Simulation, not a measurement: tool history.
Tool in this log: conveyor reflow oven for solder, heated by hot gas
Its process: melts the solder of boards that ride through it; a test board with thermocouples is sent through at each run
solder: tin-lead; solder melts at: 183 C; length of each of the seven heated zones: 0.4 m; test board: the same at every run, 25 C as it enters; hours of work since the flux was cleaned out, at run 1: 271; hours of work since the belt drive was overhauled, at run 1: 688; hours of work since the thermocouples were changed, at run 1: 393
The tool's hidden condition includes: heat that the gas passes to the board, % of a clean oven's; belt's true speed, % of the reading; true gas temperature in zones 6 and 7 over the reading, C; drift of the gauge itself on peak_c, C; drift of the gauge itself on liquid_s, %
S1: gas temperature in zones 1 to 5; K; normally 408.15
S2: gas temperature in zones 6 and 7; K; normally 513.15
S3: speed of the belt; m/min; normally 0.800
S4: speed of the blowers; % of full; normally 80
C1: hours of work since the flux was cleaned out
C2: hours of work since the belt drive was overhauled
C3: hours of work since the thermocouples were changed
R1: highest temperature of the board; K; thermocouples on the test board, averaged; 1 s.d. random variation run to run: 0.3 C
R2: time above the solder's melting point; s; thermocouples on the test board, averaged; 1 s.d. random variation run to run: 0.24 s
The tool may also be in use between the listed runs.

{"run": 1, "hour": 0.0, "S1": 408.15, "S2": 513.15, "S3": 0.8, "S4": 80, "C1": 271, "C2": 688, "C3": 393, "R1": 486.75, "R2": 41.2}
{"run": 2, "hour": 45.1, "S1": 408.15, "S2": 524.15, "S3": 0.8, "S4": 80, "C1": 296, "C2": 713, "C3": 418, "R1": 495.65, "R2": 46.7}
{"hour": 78.3, "done": "flux residue cleaned out of gas plates and filters"}
{"run": 3, "hour": 97.1, "S1": 408.15, "S2": 513.15, "S3": 0.8, "S4": 80, "C1": 10, "C2": 739, "C3": 444, "R1": 491.15, "R2": 44.7}
{"run": 4, "hour": 122.7, "S1": 408.15, "S2": 513.15, "S3": 0.674, "S4": 80, "C1": 24, "C2": 753, "C3": 458, "R1": 496.25, "R2": 57.8}
{"run": 5, "hour": 182.1, "S1": 408.15, "S2": 503.15, "S3": 0.674, "S4": 80, "C1": 57, "C2": 785, "C3": 490, "R1": 487.65, "R2": 51.8}
{"run": 6, "hour": 216.5, "S1": 408.15, "S2": 503.15, "S3": 0.674, "S4": 80, "C1": 76, "C2": 804, "C3": 509, "R1": 487.25, "R2": 51.8}
{"run": 7, "hour": 272.9, "S1": 408.15, "S2": 513.15, "S3": 0.8, "S4": 80, "C1": 107, "C2": 835, "C3": 540, "R1": 489.15, "R2": 43.6}
{"run": 8, "hour": 315.4, "S1": 408.15, "S2": 513.15, "S3": 0.756, "S4": 80, "C1": 130, "C2": 859, "C3": 563, "R1": 491.45, "R2": 47.3}
{"run": 9, "hour": 349.1, "S1": 408.15, "S2": 507.15, "S3": 0.8, "S4": 80, "C1": 149, "C2": 877, "C3": 582, "R1": 484.35, "R2": 39.3}
{"run": 10, "hour": 380.5, "S1": 408.15, "S2": 507.15, "S3": 0.8, "S4": 80, "C1": 166, "C2": 894, "C3": 599, "R1": 483.75, "R2": 39.5}
{"run": 11, "hour": 413.5, "S1": 408.15, "S2": 507.15, "S3": 0.8, "S4": 80, "C1": 184, "C2": 912, "C3": 617, "R1": 483.55, "R2": 39.1}
{"run": 12, "hour": 465.2, "S1": 408.15, "S2": 507.15, "S3": 0.8, "S4": 80, "C1": 212, "C2": 941, "C3": 646, "R1": 483.35, "R2": 39.2}
{"run": 13, "hour": 524.3, "S1": 408.15, "S2": 507.15, "S3": 0.8, "S4": 85, "C1": 245, "C2": 973, "C3": 678, "R1": 483.45, "R2": 39.3}
{"run": 14, "hour": 565.8, "S1": 408.15, "S2": 507.15, "S3": 0.8, "S4": 85, "C1": 268, "C2": 996, "C3": 701, "R1": 483.25, "R2": 39.1}
{"run": 15, "hour": 615.6, "S1": 408.15, "S2": 507.15, "S3": 0.8, "S4": 85, "C1": 295, "C2": 1023, "C3": 728, "R1": 483.25, "R2": 38.9}
{"hour": 650.3, "done": "flux residue cleaned out of gas plates and filters"}
{"run": 16, "hour": 664.9, "S1": 407.15, "S2": 508.15, "S3": 0.712, "S4": 57, "C1": 8, "C2": 1048, "C3": 753, "R1": 484.05, "R2": 44.3}
{"run": 17, "hour": 690.5, "S1": 418.15, "S2": 516.15, "S3": 0.818, "S4": 85, "C1": 22, "C2": 1062, "C3": 767, "R1": 495.95, "R2": 50.2}
{"run": 18, "hour": 726.0, "S1": 397.15, "S2": 512.15, "S3": 0.95, "S4": 55, "C1": 42, "C2": 1081, "C3": 786, "R1": 469.85, "R2": 17.8}
{"run": 19, "hour": 754.7, "S1": 397.15, "S2": 512.15, "S3": 0.95, "S4": 55, "C1": 57, "C2": 1097, "C3": 802, "R1": 469.45, "R2": 17.6}
{"run": 20, "hour": 781.4, "S1": 397.15, "S2": 512.15, "S3": 0.95, "S4": 55, "C1": 72, "C2": 1112, "C3": 817, "R1": 469.45, "R2": 17.4}
{"run": 21, "hour": 825.0, "S1": 397.15, "S2": 512.15, "S3": 0.95, "S4": 89, "C1": 96, "C2": 1136, "C3": 841, "R1": 482.25, "R2": 29.7}
{"run": 22, "hour": 873.8, "S1": 400.15, "S2": 513.15, "S3": 0.908, "S4": 80, "C1": 123, "C2": 1162, "C3": 867, "R1": 482.45, "R2": 31.8}
{"run": 23, "hour": 898.5, "S1": 400.15, "S2": 513.15, "S3": 0.908, "S4": 80, "C1": 136, "C2": 1176, "C3": 881, "R1": 482.65, "R2": 31.3}
{"run": 24, "hour": 924.0, "S1": 400.15, "S2": 513.15, "S3": 0.908, "S4": 80, "C1": 150, "C2": 1190, "C3": 895, "R1": 481.75, "R2": 30.9}
{"run": 25, "hour": 960.1, "S1": 400.15, "S2": 513.15, "S3": 0.908, "S4": 80, "C1": 170, "C2": 1210, "C3": 915, "R1": 481.25, "R2": 31.3}
{"run": 26, "hour": 998.6, "S1": 418.15, "S2": 517.15, "S3": 0.8, "S4": 80, "C1": 191, "C2": 1231, "C3": 936, "R1": 494.05, "R2": 50.1}
{"hour": 1011.0, "done": "thermocouples of zones 6 and 7 changed"}
{"run": 27, "hour": 1025.1, "S1": 418.15, "S2": 517.15, "S3": 0.8, "S4": 80, "C1": 205, "C2": 1244, "C3": 8, "R1": 494.85, "R2": 50.5}
{"run": 28, "hour": 1054.0, "S1": 408.15, "S2": 513.15, "S3": 0.734, "S4": 83, "C1": 221, "C2": 1260, "C3": 24, "R1": 492.85, "R2": 51.1}
{"run": 29, "hour": 1082.2, "S1": 419.15, "S2": 513.15, "S3": 0.8, "S4": 60, "C1": 236, "C2": 1276, "C3": 39, "R1": 486.15, "R2": 43.9}
{"run": 30, "hour": 1139.9, "S1": 419.15, "S2": 513.15, "S3": 0.8, "S4": 60, "C1": 268, "C2": 1308, "C3": 71, "R1": 485.15, "R2": 43.3}

Across each entry between runs, compare the hidden state at the last listed run before it with the hidden state at the first listed run after it:
Runs 2 to 3: flux residue cleaned out of gas plates and filters (hour 78.3)
  heat that the gas passes to the board, % of a clean oven's: 87.3 -> 98.6; belt's true speed, % of the reading: 98.05 -> 97.99; true gas temperature in zones 6 and 7 over the reading, C: -0.5 -> -0.53
  measured result minus the result with no hidden state, R1: -4.90 -> -0.10 K; R2: -2.0 -> +0.9 s
Runs 15 to 16: flux residue cleaned out of gas plates and filters (hour 650.3)
  heat that the gas passes to the board, % of a clean oven's: 86.9 -> 99.4; belt's true speed, % of the reading: 97.19 -> 97.12; true gas temperature in zones 6 and 7 over the reading, C: -0.85 -> -0.87
  measured result minus the result with no hidden state, R1: -4.50 -> +0.30 K; R2: -2.8 -> +1.7 s
Runs 26 to 27: thermocouples of zones 6 and 7 changed (hour 1011.0)
  heat that the gas passes to the board, % of a clean oven's: 91.8 -> 91.3; belt's true speed, % of the reading: 96.59 -> 96.56; true gas temperature in zones 6 and 7 over the reading, C: -1.08 -> 0.28
  measured result minus the result with no hidden state, R1: -2.50 -> -1.60 K; R2: +0.2 -> +0.8 s

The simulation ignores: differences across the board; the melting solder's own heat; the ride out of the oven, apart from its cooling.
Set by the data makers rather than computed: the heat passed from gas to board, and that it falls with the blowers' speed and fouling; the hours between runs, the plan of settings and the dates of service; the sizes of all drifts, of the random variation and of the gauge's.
